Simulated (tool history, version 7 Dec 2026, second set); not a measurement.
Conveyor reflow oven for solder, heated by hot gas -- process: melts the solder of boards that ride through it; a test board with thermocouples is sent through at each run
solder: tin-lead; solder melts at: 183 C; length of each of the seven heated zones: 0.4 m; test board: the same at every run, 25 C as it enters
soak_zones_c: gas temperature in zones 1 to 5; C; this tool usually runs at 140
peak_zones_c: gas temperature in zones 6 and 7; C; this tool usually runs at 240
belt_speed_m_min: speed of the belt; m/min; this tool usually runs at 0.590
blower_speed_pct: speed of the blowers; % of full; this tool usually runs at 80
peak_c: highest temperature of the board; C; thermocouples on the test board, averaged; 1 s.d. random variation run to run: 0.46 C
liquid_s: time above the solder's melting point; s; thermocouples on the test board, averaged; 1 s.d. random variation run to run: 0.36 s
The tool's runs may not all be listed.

run   hour  soak_zones_c  peak_zones_c  belt_speed_m_min  blower_speed_pct  peak_c  liquid_s
  1    0.0           140           240             0.590                80   224.4      68.6
  2   25.3           140           240             0.590                80   224.0      68.8
  3   61.5           140           240             0.710                80   218.3      52.4
      97.7  -- flux residue cleaned out of gas plates and filters
  4   97.7           140           234             0.710                80   212.0      48.0
  5  127.6           140           234             0.710                80   213.0      48.0
  6  162.0           140           234             0.710                80   212.9      47.8
  7  199.0           140           234             0.710                80   211.7      47.3
     207.9  -- flux residue cleaned out of gas plates and filters, once more
  8  229.7           140           238             0.590                80   223.1      69.5
  9  264.9           140           240             0.590                80   226.2      69.5
 10  305.4           140           240             0.590                80   226.1      70.2
 11  325.3           140           254             0.590                80   238.8      76.7
 12  350.8           140           254             0.590                80   238.1      76.8
 13  386.5           139           240             0.590                86   227.4      69.4
 14  428.3           132           249             0.477                72   236.5      90.3
 15  469.0           132           245             0.477                72   233.0      88.6
 16  507.7           132           238             0.477                79   226.8      84.8
 17  540.4           132           236             0.477                81   225.2      83.8
     558.5  -- flux residue cleaned out of gas plates and filters
 18  584.4           132           236             0.477                81   226.9      85.0
 19  618.4           142           236             0.477                59   222.8      85.3
 20  646.0           142           236             0.477                59   223.1      85.1
 21  664.8           136           240             0.590                75   223.8      66.8
 22  704.5           136           240             0.590                75   223.4      67.4
 23  721.4           140           238             0.590                76   221.7      67.5

Below, some changes in peak_c between adjacent runs. For each, the amount present without the hidden state too (settings, incoming material, random variation) and the amount remaining for the hidden state with gauge scatter not shared by both compared results:
What the log doesn't record here: heat that the gas passes to the board, % of a clean oven's; belt's true speed, % of the reading; true gas temperature in zones 6 and 7 over the reading, C; drift of the gauge itself on peak_c, C; drift of the gauge itself on liquid_s, %.
Run 7 -> 8: peak_zones_c 234 -> 238, belt_speed_m_min 0.710 -> 0.590, flux residue cleaned out of gas plates and filters, once more. peak_c +11.4 C: hidden state +3.5, all else +7.9.
Run 10 -> 11: peak_zones_c 240 -> 254. peak_c +12.7 C: hidden state -0.2, all else +12.9.
Run 17 -> 18: flux residue cleaned out of gas plates and filters. peak_c +1.7 C: hidden state +1.1, all else +0.6.
